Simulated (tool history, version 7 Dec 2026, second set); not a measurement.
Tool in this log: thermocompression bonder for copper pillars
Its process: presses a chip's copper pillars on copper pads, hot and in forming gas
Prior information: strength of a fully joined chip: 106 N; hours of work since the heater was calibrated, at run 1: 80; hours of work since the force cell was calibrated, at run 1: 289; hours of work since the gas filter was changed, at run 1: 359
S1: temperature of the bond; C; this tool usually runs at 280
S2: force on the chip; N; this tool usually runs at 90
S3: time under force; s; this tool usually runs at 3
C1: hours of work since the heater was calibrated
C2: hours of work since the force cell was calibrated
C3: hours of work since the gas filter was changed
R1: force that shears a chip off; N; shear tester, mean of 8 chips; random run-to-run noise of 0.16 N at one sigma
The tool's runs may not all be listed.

run 1 hour=0 | S1=280 S2=90 S3=3 | C1=80 C2=289 C3=359 | R1=45.7
-- hour=39.3 forming gas filter changed
run 2 hour=46.1 | S1=280 S2=90 S3=3 | C1=105 C2=314 C3=4 | R1=47.9
run 3 hour=71 | S1=280 S2=90 S3=3 | C1=119 C2=328 C3=18 | R1=47.8
run 4 hour=101.2 | S1=280 S2=90 S3=3 | C1=136 C2=345 C3=34 | R1=47.6
run 5 hour=145.9 | S1=280 S2=90 S3=3 | C1=160 C2=370 C3=59 | R1=47.6
run 6 hour=182.4 | S1=280 S2=90 S3=3 | C1=181 C2=390 C3=79 | R1=47.6
run 7 hour=228.2 | S1=280 S2=90 S3=3 | C1=206 C2=415 C3=105 | R1=47.4
run 8 hour=275.2 | S1=280 S2=90 S3=3 | C1=232 C2=441 C3=131 | R1=47.4
run 9 hour=321.5 | S1=280 S2=90 S3=3 | C1=258 C2=467 C3=156 | R1=47.1
run 10 hour=359.2 | S1=280 S2=90 S3=3 | C1=279 C2=488 C3=177 | R1=47.3
run 11 hour=397.1 | S1=280 S2=90 S3=3 | C1=300 C2=509 C3=198 | R1=47.1
run 12 hour=418.5 | S1=280 S2=90 S3=3 | C1=311 C2=521 C3=210 | R1=47
run 13 hour=444.2 | S1=270 S2=90 S3=3 | C1=326 C2=535 C3=224 | R1=41.6
run 14 hour=469.9 | S1=270 S2=90 S3=3 | C1=340 C2=549 C3=239 | R1=41.7
run 15 hour=500.9 | S1=270 S2=90 S3=3 | C1=357 C2=566 C3=256 | R1=41.4
run 16 hour=525.2 | S1=282 S2=90 S3=3 | C1=371 C2=580 C3=269 | R1=47.9
run 17 hour=563 | S1=280 S2=90 S3=3 | C1=391 C2=601 C3=290 | R1=46.7
run 18 hour=594.7 | S1=280 S2=80 S3=3 | C1=409 C2=618 C3=308 | R1=42.3
run 19 hour=618.5 | S1=280 S2=80 S3=3 | C1=422 C2=632 C3=321 | R1=42.6
run 20 hour=659.7 | S1=280 S2=80 S3=3 | C1=445 C2=654 C3=344 | R1=42.2
run 21 hour=701.6 | S1=304 S2=55 S3=3 | C1=468 C2=678 C3=367 | R1=40.1
-- hour=724.8 forming gas filter changed
run 22 hour=731.6 | S1=304 S2=55 S3=3 | C1=485 C2=694 C3=4 | R1=42

Predict the results of run 23:
run 23 hour=768.1 | S1=304 S2=55 S3=3 | C1=505 C2=714 C3=24 | R1=?

{"run 23": {"R1": 41.9}}
If the tool had no hidden condition, the same run with the same run-to-run variation would have returned R1 41.4 N.

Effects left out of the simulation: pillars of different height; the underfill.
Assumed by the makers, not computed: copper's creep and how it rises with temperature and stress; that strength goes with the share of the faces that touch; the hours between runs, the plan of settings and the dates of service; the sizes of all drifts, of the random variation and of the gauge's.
